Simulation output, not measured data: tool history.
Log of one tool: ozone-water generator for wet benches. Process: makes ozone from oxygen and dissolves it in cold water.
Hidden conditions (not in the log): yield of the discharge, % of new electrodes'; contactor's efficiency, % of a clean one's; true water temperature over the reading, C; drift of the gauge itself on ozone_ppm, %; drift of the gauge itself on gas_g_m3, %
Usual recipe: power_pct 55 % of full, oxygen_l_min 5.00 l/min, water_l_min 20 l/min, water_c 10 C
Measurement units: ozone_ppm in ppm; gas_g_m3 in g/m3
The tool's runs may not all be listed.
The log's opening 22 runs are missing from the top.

run    hour  power_pct  oxygen_l_min  water_l_min  water_c  hours of work since the electrodes were changed  hours of work since the contactor was cleaned  hours of work since the thermometer was calibrated  ozone_ppm  gas_g_m3
 23  1719.1         55          5.00           17       10                                             4264                                            442                                                5440       23.2     197.9
 24  1827.2         55          5.00           17       10                                             4364                                            542                                                5541       23.0     198.2
 25  1892.1         77          5.00           19       10                                             4424                                            602                                                5601       28.3     268.7
     1987.6  -- water thermometer calibrated
 26  2006.0         70          7.97           20       15                                             4530                                            707                                                  17       24.3     203.8
 27  2111.8         70          8.79           20        9                                             4628                                            806                                                 115       27.3     195.0
 28  2196.3         55          6.13           17       10                                             4706                                            884                                                 194       24.1     186.3
 29  2254.8         71          5.95           20       13                                             4761                                            938                                                 248       24.9     234.4
 30  2323.5         55          7.93           20       10                                             4824                                           1002                                                 312       21.2     165.2
 31  2373.6         53          4.87           32       18                                             4871                                           1049                                                 358       10.8     198.0
     2396.5  -- gauge calibrated
 32  2470.1         53          5.34           32       18                                             4960                                           1138                                                 448       10.9     181.3
 33  2562.5         53          5.34           32       18                                             5046                                           1224                                                 534       11.1     184.5

3 options for the next run, each taken on its own from the tool as it stands now. Forecast them:
  A  2618.8         53          8.41           24       18                                             5098                                           1276                                                 586          ?         ?
  B  2618.8         55          5.00           20        8                                             5098                                           1276                                                 586          ?         ?
  C  2618.8         44          7.07           26       18                                             5098                                           1276                                                 586          ?         ?

run  ozone_ppm  gas_g_m3
  A       15.6     151.2
  B       20.4     194.2
  C       12.2     138.5
What these runs would have given with no unlogged condition in the tool:
run  ozone_ppm  gas_g_m3
  A       15.6     150.5
  B       20.4     193.3
  C       12.2     137.8
